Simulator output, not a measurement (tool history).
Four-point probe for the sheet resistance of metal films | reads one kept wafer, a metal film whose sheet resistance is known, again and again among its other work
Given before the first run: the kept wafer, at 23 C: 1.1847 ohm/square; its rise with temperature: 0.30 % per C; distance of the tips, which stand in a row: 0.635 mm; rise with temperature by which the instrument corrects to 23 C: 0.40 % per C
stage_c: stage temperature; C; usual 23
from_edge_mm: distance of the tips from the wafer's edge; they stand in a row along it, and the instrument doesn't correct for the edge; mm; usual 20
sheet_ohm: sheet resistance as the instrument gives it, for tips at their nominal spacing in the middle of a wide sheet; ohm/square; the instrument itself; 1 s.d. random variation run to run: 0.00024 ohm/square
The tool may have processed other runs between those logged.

{"run": 1, "day": 0.0, "stage_c": 23, "from_edge_mm": 20, "sheet_ohm": 1.185512}
{"run": 2, "day": 3.175, "stage_c": 23, "from_edge_mm": 20, "sheet_ohm": 1.185532}
{"run": 3, "day": 6.954, "stage_c": 23, "from_edge_mm": 20, "sheet_ohm": 1.185047}
{"run": 4, "day": 10.079, "stage_c": 23, "from_edge_mm": 20, "sheet_ohm": 1.185387}
{"run": 5, "day": 14.329, "stage_c": 23, "from_edge_mm": 20, "sheet_ohm": 1.185349}
{"run": 6, "day": 17.454, "stage_c": 23, "from_edge_mm": 20, "sheet_ohm": 1.186028}
{"run": 7, "day": 20.75, "stage_c": 23, "from_edge_mm": 6, "sheet_ohm": 1.192441}
{"run": 8, "day": 24.154, "stage_c": 23, "from_edge_mm": 6, "sheet_ohm": 1.192392}
{"run": 9, "day": 26.867, "stage_c": 23, "from_edge_mm": 6, "sheet_ohm": 1.192362}
{"day": 27.242, "done": "stage's thermometer calibrated"}
{"run": 10, "day": 30.171, "stage_c": 23, "from_edge_mm": 6, "sheet_ohm": 1.19274}
{"run": 11, "day": 33.738, "stage_c": 23, "from_edge_mm": 6, "sheet_ohm": 1.19294}
{"run": 12, "day": 37.617, "stage_c": 35, "from_edge_mm": 12, "sheet_ohm": 1.17355}
{"run": 13, "day": 41.538, "stage_c": 23, "from_edge_mm": 38, "sheet_ohm": 1.185959}
{"run": 14, "day": 44.371, "stage_c": 20, "from_edge_mm": 20, "sheet_ohm": 1.190943}
{"run": 15, "day": 47.725, "stage_c": 20, "from_edge_mm": 20, "sheet_ohm": 1.190929}
{"run": 16, "day": 51.7, "stage_c": 21, "from_edge_mm": 12, "sheet_ohm": 1.190099}
{"day": 52.971, "done": "stage's thermometer calibrated, once more"}
{"run": 17, "day": 55.112, "stage_c": 21, "from_edge_mm": 31, "sheet_ohm": 1.188126}
{"run": 18, "day": 59.075, "stage_c": 21, "from_edge_mm": 31, "sheet_ohm": 1.188665}
{"run": 19, "day": 61.454, "stage_c": 21, "from_edge_mm": 31, "sheet_ohm": 1.188548}
{"run": 20, "day": 63.662, "stage_c": 23, "from_edge_mm": 65, "sheet_ohm": 1.185504}
{"run": 21, "day": 66.117, "stage_c": 23, "from_edge_mm": 65, "sheet_ohm": 1.186238}
{"run": 22, "day": 70.288, "stage_c": 20, "from_edge_mm": 5, "sheet_ohm": 1.200668}

Branching from run 22: 5 alternative next runs. What would each branch give?
{"run": "A", "day": 73.492, "stage_c": 35, "from_edge_mm": 61, "sheet_ohm": "?"}
{"run": "B", "day": 73.492, "stage_c": 20, "from_edge_mm": 10, "sheet_ohm": "?"}
{"run": "C", "day": 73.492, "stage_c": 19, "from_edge_mm": 11, "sheet_ohm": "?"}
{"run": "D", "day": 73.492, "stage_c": 23, "from_edge_mm": 3, "sheet_ohm": "?"}
{"run": "E", "day": 73.492, "stage_c": 18, "from_edge_mm": 9, "sheet_ohm": "?"}

run=A sheet_ohm=1.171424
run=B sheet_ohm=1.192617
run=C sheet_ohm=1.193221
run=D sheet_ohm=1.214348
run=E sheet_ohm=1.196011
Had the tool no hidden state, the same runs would have come out as:
run=A sheet_ohm=1.170000
run=B sheet_ohm=1.191159
run=C sheet_ohm=1.191762
run=D sheet_ohm=1.212867
run=E sheet_ohm=1.194547
